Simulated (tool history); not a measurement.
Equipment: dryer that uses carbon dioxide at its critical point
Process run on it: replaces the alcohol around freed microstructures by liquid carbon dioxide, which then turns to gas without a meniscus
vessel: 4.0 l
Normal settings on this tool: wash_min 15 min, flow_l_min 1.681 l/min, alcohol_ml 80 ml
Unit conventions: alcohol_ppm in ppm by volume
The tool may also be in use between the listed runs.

run 1 day=0 | wash_min=15 flow_l_min=1.681 alcohol_ml=80 | alcohol_ppm=128
run 2 day=0.667 | wash_min=15 flow_l_min=1.681 alcohol_ml=38 | alcohol_ppm=98
run 3 day=1.792 | wash_min=15 flow_l_min=1.681 alcohol_ml=38 | alcohol_ppm=118
run 4 day=2.862 | wash_min=15 flow_l_min=1.681 alcohol_ml=80 | alcohol_ppm=152
run 5 day=3.542 | wash_min=15 flow_l_min=1.681 alcohol_ml=80 | alcohol_ppm=157
run 6 day=4.375 | wash_min=15 flow_l_min=1.681 alcohol_ml=80 | alcohol_ppm=155
run 7 day=5.875 | wash_min=15 flow_l_min=1.681 alcohol_ml=80 | alcohol_ppm=175
run 8 day=6.992 | wash_min=15 flow_l_min=1.05 alcohol_ml=80 | alcohol_ppm=644
run 9 day=7.7 | wash_min=15 flow_l_min=1.681 alcohol_ml=80 | alcohol_ppm=183
run 10 day=8.708 | wash_min=15 flow_l_min=1.681 alcohol_ml=80 | alcohol_ppm=203
run 11 day=10.312 | wash_min=15 flow_l_min=1.681 alcohol_ml=80 | alcohol_ppm=206
run 12 day=11.096 | wash_min=15 flow_l_min=1.681 alcohol_ml=80 | alcohol_ppm=206
run 13 day=12.333 | wash_min=15 flow_l_min=1.681 alcohol_ml=80 | alcohol_ppm=222
run 14 day=13.775 | wash_min=15 flow_l_min=1.681 alcohol_ml=80 | alcohol_ppm=239
run 15 day=14.546 | wash_min=15 flow_l_min=1.681 alcohol_ml=80 | alcohol_ppm=249
run 16 day=15.479 | wash_min=9 flow_l_min=1.681 alcohol_ml=80 | alcohol_ppm=935
run 17 day=16.942 | wash_min=9 flow_l_min=1.681 alcohol_ml=80 | alcohol_ppm=927
-- day=18.246 inlet filter changed
run 18 day=18.246 | wash_min=24 flow_l_min=2.8 alcohol_ml=78 | alcohol_ppm=192
run 19 day=19.096 | wash_min=10 flow_l_min=1.681 alcohol_ml=119 | alcohol_ppm=702
run 20 day=20.571 | wash_min=14 flow_l_min=2.76 alcohol_ml=27 | alcohol_ppm=203
run 21 day=21.733 | wash_min=14 flow_l_min=2.76 alcohol_ml=27 | alcohol_ppm=199
run 22 day=22.475 | wash_min=11 flow_l_min=1.33 alcohol_ml=80 | alcohol_ppm=848
run 23 day=23.404 | wash_min=10 flow_l_min=1.83 alcohol_ml=28 | alcohol_ppm=307
run 24 day=24.275 | wash_min=11 flow_l_min=1.27 alcohol_ml=22 | alcohol_ppm=437
run 25 day=25.338 | wash_min=10 flow_l_min=1.31 alcohol_ml=75 | alcohol_ppm=1122
run 26 day=26.529 | wash_min=10 flow_l_min=1.31 alcohol_ml=75 | alcohol_ppm=1162
run 27 day=27.967 | wash_min=16 flow_l_min=1.55 alcohol_ml=38 | alcohol_ppm=284
run 28 day=29.075 | wash_min=11 flow_l_min=1.49 alcohol_ml=80 | alcohol_ppm=722
run 29 day=29.979 | wash_min=17 flow_l_min=2.62 alcohol_ml=32 | alcohol_ppm=253
run 30 day=31.3 | wash_min=22 flow_l_min=2.17 alcohol_ml=80 | alcohol_ppm=279
-- day=32.683 purifier's bed changed
run 31 day=32.729 | wash_min=12 flow_l_min=2.75 alcohol_ml=32 | alcohol_ppm=15

Each row is a separate what-if for the run after 31, all from the same tool condition, not one after another. Results?
run A day=33.617 | wash_min=12 flow_l_min=2.46 alcohol_ml=32 | alcohol_ppm=?
run B day=33.617 | wash_min=21 flow_l_min=1.66 alcohol_ml=32 | alcohol_ppm=?
run C day=33.617 | wash_min=12 flow_l_min=1.25 alcohol_ml=65 | alcohol_ppm=?

run=A alcohol_ppm=21
run=B alcohol_ppm=23
run=C alcohol_ppm=607
Without the tool's hidden state the same runs would have given:
run=A alcohol_ppm=9
run=B alcohol_ppm=15
run=C alcohol_ppm=417
